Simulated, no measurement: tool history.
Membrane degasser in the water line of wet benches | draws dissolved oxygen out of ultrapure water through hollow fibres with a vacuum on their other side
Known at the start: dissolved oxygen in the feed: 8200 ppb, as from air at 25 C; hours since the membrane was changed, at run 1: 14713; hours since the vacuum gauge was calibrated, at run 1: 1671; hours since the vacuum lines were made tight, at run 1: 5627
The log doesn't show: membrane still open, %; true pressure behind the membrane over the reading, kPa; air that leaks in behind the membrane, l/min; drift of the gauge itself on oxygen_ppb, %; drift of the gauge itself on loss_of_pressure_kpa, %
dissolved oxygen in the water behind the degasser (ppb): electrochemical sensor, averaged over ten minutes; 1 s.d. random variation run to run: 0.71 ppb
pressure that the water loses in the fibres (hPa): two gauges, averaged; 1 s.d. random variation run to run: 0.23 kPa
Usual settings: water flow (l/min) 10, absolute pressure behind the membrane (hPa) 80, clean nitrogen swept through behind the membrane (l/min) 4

run	hour	water flow (l/min)	absolute pressure behind the membrane (hPa)	clean nitrogen swept through behind the membrane (l/min)	hours since the membrane was changed	hours since the vacuum gauge was calibrated	hours since the vacuum lines were made tight	dissolved oxygen in the water behind the degasser (ppb)	pressure that the water loses in the fibres (hPa)
1	0	10	80	4	14713	1671	5627	83.9	649.1
2	197.2	10	80	4	14910	1868	5825	84	651.1
3	381.5	10	80	4	15094	2053	6009	86	658.1
# hour 672.4: seals of the vacuum lines changed
4	701.1	10	80	4	15412	2370	29	84.1	656.7
5	894.7	10	80	4	15606	2564	222	85.2	656.7
6	1170.5	10	80	4	15881	2840	498	84.7	659.6
7	1330.4	10	80	4	16041	2999	658	84.6	656.1
8	1608.8	10	80	4	16320	3278	936	86.4	656.7
# hour 1627.1: vacuum gauge calibrated
9	1768.6	10	80	4	16479	142	1096	86.8	656
# hour 2026: membrane cartridge changed
10	2036.2	10	80	4	10	405	1359	67.1	601.6
11	2204.2	10	80	4	178	573	1527	66.3	598.2
12	2419.6	10	80	4	394	789	1743	66.2	600.8
13	2776.7	10	80	4	751	1146	2100	67.7	606.5
14	3033	10	80	4	1007	1402	2356	67	607.1
15	3229.7	10	80	4	1204	1599	2553	66.6	606.7
# hour 3250.8: vacuum gauge calibrated, once more
16	3523.8	14	121.8	4	1497	273	2846	171.3	848.8
17	3753.7	7	191.7	1.7	1727	503	3076	176.3	425.3
18	4095.6	8	51.2	1.7	2069	845	3418	41.2	490.2
19	4359.2	8	51.2	1.7	2333	1108	3682	42.7	484.6
20	4617.1	10	65	4	2591	1366	3940	60	612.1

Run 21 has not been measured yet. What should we expect?
21	4899.9	9	70.5	5.78	2873	1649	4222	?	?

Run 21 measured dissolved oxygen in the water behind the degasser (ppb) 43.5, pressure that the water loses in the fibres (hPa) 556.2.
The same run, on a tool lacking any hidden state, would have yielded dissolved oxygen in the water behind the degasser (ppb) 40.2, pressure that the water loses in the fibres (hPa) 547.5.
